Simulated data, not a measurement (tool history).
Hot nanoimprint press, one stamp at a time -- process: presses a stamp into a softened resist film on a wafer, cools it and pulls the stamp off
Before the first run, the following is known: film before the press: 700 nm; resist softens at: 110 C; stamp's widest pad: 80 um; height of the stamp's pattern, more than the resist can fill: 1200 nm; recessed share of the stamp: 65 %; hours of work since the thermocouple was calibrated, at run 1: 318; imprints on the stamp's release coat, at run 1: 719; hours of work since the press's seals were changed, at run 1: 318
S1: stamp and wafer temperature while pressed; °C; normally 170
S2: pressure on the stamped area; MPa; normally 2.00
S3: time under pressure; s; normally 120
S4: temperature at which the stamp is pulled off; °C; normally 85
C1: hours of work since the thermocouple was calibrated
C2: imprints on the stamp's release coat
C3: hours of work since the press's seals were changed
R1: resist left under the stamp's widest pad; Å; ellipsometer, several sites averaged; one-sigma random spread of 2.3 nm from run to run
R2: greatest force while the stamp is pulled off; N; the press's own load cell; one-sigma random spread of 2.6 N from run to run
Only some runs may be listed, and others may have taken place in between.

Run 1, hour 0.0: usual settings; C1 318; C2 719; C3 318. Result: R1 3694 Å, R2 127 N.
At hour 54.7: plate thermocouple calibrated.
At hour 80.3: stamp cleaned and given a new release coat.
Run 2, hour 80.3: usual settings; C1 9; C2 0; C3 350. Result: R1 3726 Å, R2 122 N.
Run 3, hour 127.4: usual settings; C1 30; C2 121; C3 371. Result: R1 3693 Å, R2 124 N.
Run 4, hour 173.3: usual settings; C1 51; C2 239; C3 392. Result: R1 3732 Å, R2 124 N.
Run 5, hour 242.1: usual settings; C1 82; C2 416; C3 423. Result: R1 3730 Å, R2 124 N.
Run 6, hour 276.2: usual settings; C1 98; C2 504; C3 439. Result: R1 3702 Å, R2 119 N.
Run 7, hour 327.8: usual settings; C1 121; C2 636; C3 462. Result: R1 3717 Å, R2 124 N.
Run 8, hour 363.8: usual settings but S1 160 °C, S2 2.86 MPa, S3 80 s, S4 71 °C; C1 137; C2 729; C3 478. Result: R1 4947 Å, R2 138 N.
Run 9, hour 426.8: usual settings but S3 75 s, S4 86 °C; C1 166; C2 891; C3 507. Result: R1 4312 Å, R2 124 N.
At hour 436.2: stamp cleaned and given a new release coat.
Run 10, hour 469.9: usual settings but S2 1.39 MPa, S3 75 s, S4 86 °C; C1 183; C2 87; C3 524. Result: R1 4858 Å, R2 120 N.
Run 11, hour 505.6: usual settings but S2 1.84 MPa, S3 157 s; C1 199; C2 178; C3 540. Result: R1 3501 Å, R2 125 N.
Run 12, hour 551.5: usual settings but S1 173 °C, S2 1.24 MPa, S3 130 s, S4 91 °C; C1 220; C2 297; C3 561. Result: R1 3944 Å, R2 116 N.

Alternative continuations, all from the tool just after run 12; predict every row:
Run A, hour 590.0: usual settings but S1 174 °C, S2 1.24 MPa, S3 130 s, S4 88 °C; C1 237; C2 396; C3 578. Result: R1 ?, R2 ?.
Run B, hour 590.0: usual settings but S3 62 s; C1 237; C2 396; C3 578. Result: R1 ?, R2 ?.
Run C, hour 590.0: usual settings but S1 179 °C, S2 2.09 MPa, S4 92 °C; C1 237; C2 396; C3 578. Result: R1 ?, R2 ?.
Run D, hour 590.0: usual settings but S2 2.82 MPa, S3 223 s, S4 84 °C; C1 237; C2 396; C3 578. Result: R1 ?, R2 ?.

run    R1   R2
  A  3852  116
  B  4566  123
  C  2687  116
  D  2507  124
Take away the tool's hidden state, keep each run's random variation, and the runs would have read:
run    R1   R2
  A  3848  116
  B  4561  123
  C  2682  116
  D  2502  123
